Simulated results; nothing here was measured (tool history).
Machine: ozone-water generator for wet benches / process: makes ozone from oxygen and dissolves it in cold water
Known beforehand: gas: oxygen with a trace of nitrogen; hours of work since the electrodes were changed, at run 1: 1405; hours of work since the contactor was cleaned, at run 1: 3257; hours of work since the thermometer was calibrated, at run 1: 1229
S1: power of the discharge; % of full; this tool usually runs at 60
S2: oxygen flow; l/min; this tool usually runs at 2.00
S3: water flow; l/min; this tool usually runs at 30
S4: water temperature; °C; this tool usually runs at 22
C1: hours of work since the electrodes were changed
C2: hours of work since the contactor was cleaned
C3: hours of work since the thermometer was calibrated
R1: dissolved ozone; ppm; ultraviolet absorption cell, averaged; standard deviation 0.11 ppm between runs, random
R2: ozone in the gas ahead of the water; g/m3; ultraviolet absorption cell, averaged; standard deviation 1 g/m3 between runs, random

run,day,S1,S2,S3,S4,C1,C2,C3,R1,R2
1,0.000,60,2.00,30,22,1405,3257,1229,7.3,169.5
2,4.350,60,2.00,30,22,1507,3359,1330,7.3,166.5
3,6.775,60,2.00,30,22,1563,3415,1387,7.1,168.4
4,10.446,60,3.49,30,22,1649,3501,1473,8.8,141.3
5,12.492,60,3.49,30,22,1696,3549,1520,9.0,142.5
6,14.596,60,2.00,30,22,1746,3598,1569,6.9,167.5
7,16.767,60,2.00,30,22,1796,3648,1620,6.9,170.2
8,20.400,60,2.00,30,22,1881,3733,1705,7.2,169.0
# day 20.829: water thermometer calibrated
9,24.225,60,2.00,27,25,1970,3822,79,7.8,168.0
10,26.462,60,2.00,27,25,2022,3874,131,7.8,168.4
11,28.671,60,2.00,27,25,2074,3926,183,7.7,168.0

Results per run with the tool's hidden condition removed, run-to-run variation unchanged:
Hidden state at play: yield of the discharge, % of new electrodes'; contactor's efficiency, % of a clean one's; true water temperature over the reading, C; drift of the gauge itself on ozone_ppm, %; drift of the gauge itself on gas_g_m3, %.
run,R1,R2
1,7.6,173.1
2,7.6,170.4
3,7.5,172.4
4,9.3,144.9
5,9.4,146.2
6,7.2,172.0
7,7.3,174.9
8,7.6,173.9
9,8.3,173.1
10,8.3,173.6
11,8.1,173.4
